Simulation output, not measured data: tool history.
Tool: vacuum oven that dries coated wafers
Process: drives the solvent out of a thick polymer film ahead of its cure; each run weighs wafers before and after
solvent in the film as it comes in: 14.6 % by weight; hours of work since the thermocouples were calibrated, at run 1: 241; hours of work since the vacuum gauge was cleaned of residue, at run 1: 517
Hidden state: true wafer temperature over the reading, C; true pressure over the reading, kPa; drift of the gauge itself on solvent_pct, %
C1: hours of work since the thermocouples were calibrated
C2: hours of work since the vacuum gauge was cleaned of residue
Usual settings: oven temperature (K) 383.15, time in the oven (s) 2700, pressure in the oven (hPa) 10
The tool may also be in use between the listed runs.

Run 1, day 0: usual settings; C1 241; C2 517. Result: solvent left in the film (%) 0.85.
Run 2, day 0.229: usual settings; C1 244; C2 520. Result: solvent left in the film (%) 0.85.
Run 3, day 0.662: usual settings; C1 249; C2 526. Result: solvent left in the film (%) 0.82.
Run 4, day 1.071: usual settings but pressure in the oven (hPa) 34.4; C1 255; C2 531. Result: solvent left in the film (%) 1.6.
Run 5, day 1.35: usual settings but pressure in the oven (hPa) 32.8; C1 258; C2 535. Result: solvent left in the film (%) 1.59.
Run 6, day 1.833: usual settings but pressure in the oven (hPa) 32.8; C1 265; C2 541. Result: solvent left in the film (%) 1.61.
Run 7, day 2.142: usual settings but pressure in the oven (hPa) 32.8; C1 269; C2 545. Result: solvent left in the film (%) 1.57.
Run 8, day 2.504: usual settings but pressure in the oven (hPa) 32.8; C1 273; C2 550. Result: solvent left in the film (%) 1.61.
Run 9, day 2.862: usual settings; C1 278; C2 555. Result: solvent left in the film (%) 0.91.
Run 10, day 3.188: usual settings; C1 282; C2 559. Result: solvent left in the film (%) 0.83.
At day 3.279: vacuum gauge cleaned of residue and calibrated.
Run 11, day 3.733: usual settings but pressure in the oven (hPa) 23.6; C1 289; C2 6. Result: solvent left in the film (%) 1.37.
Run 12, day 4.233: usual settings but time in the oven (s) 1920, pressure in the oven (hPa) 23.6; C1 295; C2 12. Result: solvent left in the film (%) 2.02.
Run 13, day 4.696: usual settings but oven temperature (K) 381.15, time in the oven (s) 3420, pressure in the oven (hPa) 5.4; C1 301; C2 18. Result: solvent left in the film (%) 0.56.
Run 14, day 5.05: usual settings but oven temperature (K) 369.15, time in the oven (s) 1740, pressure in the oven (hPa) 5.4; C1 306; C2 23. Result: solvent left in the film (%) 4.7.
Run 15, day 5.346: usual settings but oven temperature (K) 394.15, time in the oven (s) 4320, pressure in the oven (hPa) 35.9; C1 310; C2 27. Result: solvent left in the film (%) 0.9.
Run 16, day 5.788: usual settings but oven temperature (K) 394.15, time in the oven (s) 4320, pressure in the oven (hPa) 35.9; C1 316; C2 33. Result: solvent left in the film (%) 0.9.

Forecast run 17:
At day 5.958: vacuum gauge cleaned of residue and calibrated, once more.
Run 17, day 6.321: usual settings but oven temperature (K) 394.15, time in the oven (s) 4320, pressure in the oven (hPa) 35.9; C1 322; C2 5. Result: solvent left in the film (%) ?.

solvent left in the film (%): 0.84
Without the tool's hidden state the same run would have given solvent left in the film (%) 0.81.
